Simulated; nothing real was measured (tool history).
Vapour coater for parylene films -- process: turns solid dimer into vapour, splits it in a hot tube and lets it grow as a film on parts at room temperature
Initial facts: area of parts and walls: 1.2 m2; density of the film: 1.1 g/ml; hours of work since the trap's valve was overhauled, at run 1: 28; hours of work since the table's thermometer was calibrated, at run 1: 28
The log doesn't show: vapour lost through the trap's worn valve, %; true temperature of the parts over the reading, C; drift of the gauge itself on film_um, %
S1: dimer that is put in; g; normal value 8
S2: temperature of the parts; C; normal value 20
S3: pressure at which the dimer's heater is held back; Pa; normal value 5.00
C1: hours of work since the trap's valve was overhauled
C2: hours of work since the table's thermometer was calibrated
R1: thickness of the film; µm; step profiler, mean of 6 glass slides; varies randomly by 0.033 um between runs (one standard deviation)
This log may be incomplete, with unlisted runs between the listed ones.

Run 1, hour 0.0: usual settings; C1 28; C2 28. Result: R1 3.19 µm.
Run 2, hour 58.8: usual settings but S2 19 C; C1 58; C2 58. Result: R1 3.23 µm.
Run 3, hour 107.4: usual settings but S2 19 C; C1 82; C2 82. Result: R1 3.21 µm.
Run 4, hour 158.6: usual settings but S2 25 C; C1 108; C2 108. Result: R1 2.77 µm.
Run 5, hour 205.8: usual settings but S2 25 C; C1 132; C2 132. Result: R1 2.77 µm.
Run 6, hour 252.7: usual settings but S2 25 C; C1 156; C2 156. Result: R1 2.70 µm.
Run 7, hour 296.9: usual settings but S2 25 C; C1 179; C2 179. Result: R1 2.67 µm.
Run 8, hour 353.5: usual settings but S2 25 C; C1 207; C2 207. Result: R1 2.75 µm.
Run 9, hour 420.1: usual settings but S2 25 C; C1 241; C2 241. Result: R1 2.71 µm.
Run 10, hour 465.3: usual settings but S2 25 C; C1 264; C2 264. Result: R1 2.64 µm.
Run 11, hour 512.7: usual settings but S3 2.90 Pa; C1 288; C2 288. Result: R1 3.08 µm.
Run 12, hour 548.0: usual settings; C1 306; C2 306. Result: R1 2.99 µm.
Run 13, hour 620.8: usual settings but S1 12 g; C1 343; C2 343. Result: R1 4.48 µm.
Run 14, hour 688.1: usual settings but S1 12 g; C1 377; C2 377. Result: R1 4.43 µm.
Run 15, hour 753.1: usual settings but S1 12 g; C1 410; C2 410. Result: R1 4.47 µm.
Run 16, hour 830.9: usual settings but S1 12 g; C1 449; C2 449. Result: R1 4.44 µm.
Run 17, hour 882.3: usual settings but S1 12 g; C1 475; C2 475. Result: R1 4.35 µm.
Run 18, hour 942.7: usual settings but S1 12 g, S3 2.10 Pa; C1 506; C2 506. Result: R1 4.58 µm.
Run 19, hour 980.5: usual settings but S1 12 g, S3 2.10 Pa; C1 525; C2 525. Result: R1 4.49 µm.
Run 20, hour 1034.3: usual settings but S1 12 g, S3 2.10 Pa; C1 552; C2 552. Result: R1 4.50 µm.
Run 21, hour 1076.9: usual settings; C1 574; C2 574. Result: R1 2.86 µm.
At hour 1102.6: trap's valve overhauled.
Run 22, hour 1128.2: usual settings but S1 3 g, S2 17 C, S3 2.00 Pa; C1 13; C2 598. Result: R1 1.16 µm.
Run 23, hour 1194.8: usual settings but S1 4 g, S2 15 C; C1 47; C2 632. Result: R1 1.52 µm.
Run 24, hour 1240.5: usual settings but S1 6 g, S2 18 C, S3 5.46 Pa; C1 70; C2 655. Result: R1 2.08 µm.
Run 25, hour 1302.6: usual settings but S1 6 g, S2 32 C, S3 5.61 Pa; C1 101; C2 687. Result: R1 1.43 µm.
Run 26, hour 1348.2: usual settings but S1 9 g, S2 14 C, S3 5.28 Pa; C1 125; C2 710. Result: R1 3.44 µm.
At hour 1384.9: trap's valve overhauled, once more.
Run 27, hour 1418.5: usual settings but S1 9 g, S2 14 C, S3 5.28 Pa; C1 17; C2 743. Result: R1 4.18 µm.
Run 28, hour 1492.7: usual settings but S1 9 g, S2 18 C, S3 7.09 Pa; C1 55; C2 781. Result: R1 3.65 µm.
Run 29, hour 1554.1: usual settings but S1 9 g, S2 17 C, S3 3.59 Pa; C1 86; C2 812. Result: R1 3.96 µm.
Run 30, hour 1591.6: usual settings but S1 3 g; C1 105; C2 831. Result: R1 1.21 µm.
Run 31, hour 1648.6: usual settings but S1 3 g; C1 134; C2 860. Result: R1 1.15 µm.
Run 32, hour 1704.0: usual settings but S1 3 g; C1 162; C2 888. Result: R1 1.14 µm.
Run 33, hour 1776.7: usual settings but S1 9 g, S2 29 C, S3 2.80 Pa; C1 199; C2 925. Result: R1 2.84 µm.

The next listed run, before its measurement:
Run 34, hour 1825.0: usual settings but S1 9 g, S2 29 C, S3 2.80 Pa; C1 223; C2 949. Result: R1 ?.

{"run 34": {"R1": 2.79}}
Without the tool's hidden state the same run would have given R1 2.98 µm.
